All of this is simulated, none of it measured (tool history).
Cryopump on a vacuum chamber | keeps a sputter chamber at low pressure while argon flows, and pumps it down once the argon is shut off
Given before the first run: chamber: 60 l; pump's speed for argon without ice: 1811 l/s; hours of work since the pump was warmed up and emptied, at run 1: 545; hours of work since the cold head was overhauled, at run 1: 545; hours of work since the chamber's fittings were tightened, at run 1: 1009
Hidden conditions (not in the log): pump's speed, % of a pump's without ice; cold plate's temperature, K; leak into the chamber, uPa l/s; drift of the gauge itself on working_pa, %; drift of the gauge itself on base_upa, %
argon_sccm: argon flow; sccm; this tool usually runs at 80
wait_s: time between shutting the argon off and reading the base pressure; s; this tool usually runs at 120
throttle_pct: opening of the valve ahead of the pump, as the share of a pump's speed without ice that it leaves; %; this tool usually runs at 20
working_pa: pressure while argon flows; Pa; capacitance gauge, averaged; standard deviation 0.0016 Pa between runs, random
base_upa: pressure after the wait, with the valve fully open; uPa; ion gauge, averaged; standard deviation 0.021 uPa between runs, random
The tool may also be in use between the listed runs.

run,hour,argon_sccm,wait_s,throttle_pct,hours of work since the pump was warmed up and emptied,hours of work since the cold head was overhauled,hours of work since the chamber's fittings were tightened,working_pa,base_upa
1,0.0,80,120,20,545,545,1009,0.3888,0.98
2,22.4,80,120,20,562,562,1027,0.3902,1.02
# hour 34.9: pump warmed up, emptied and cooled again
3,48.0,80,120,20,10,579,1044,0.3755,0.89
4,64.0,80,120,20,23,592,1056,0.3763,0.93
5,81.1,80,47,20,37,605,1070,0.3755,1.21
6,92.8,80,78,20,46,615,1079,0.3744,1.07
7,106.7,80,78,20,57,626,1090,0.3782,1.09
8,130.0,80,78,20,76,644,1109,0.3778,1.08
9,140.4,80,120,20,84,652,1117,0.3746,0.96
10,154.4,52,120,20,95,664,1128,0.2449,1.03
11,177.4,52,120,20,114,682,1147,0.2455,0.98
12,193.2,99,120,20,126,695,1159,0.4694,0.94
13,208.9,98,179,31,139,707,1172,0.3018,0.98
14,220.8,99,120,20,148,717,1181,0.4709,1.00
15,244.8,99,20,20,167,736,1200,0.4730,2.04
16,255.7,99,20,20,176,744,1209,0.4696,2.11
17,275.3,80,120,26,192,760,1225,0.2927,1.01
18,292.5,80,120,26,205,774,1239,0.2930,1.04
19,314.6,59,61,58,223,791,1256,0.1007,1.29
20,330.1,137,120,52,235,804,1268,0.2605,1.09
21,350.7,80,75,53,252,820,1285,0.1492,1.18
22,363.4,139,29,16,262,830,1295,0.8317,1.79
23,382.5,67,29,16,277,845,1310,0.3995,1.78

Take each entry between the runs: how does the hidden state at the last listed run before it differ from the hidden state at the first listed run after it?
Run 2 -> run 3: pump warmed up, emptied and cooled again (hour 34.9)
  pump's speed, % of a pump's without ice: 83.5 -> 99; cold plate's temperature, K: 12.61 -> 12.62; leak into the chamber, uPa l/s: 1215 -> 1230
  difference, measured minus the result without the unlogged condition, working_pa: +0.0159 -> +0.0017 Pa; base_upa: +0.66 -> +0.54 uPa
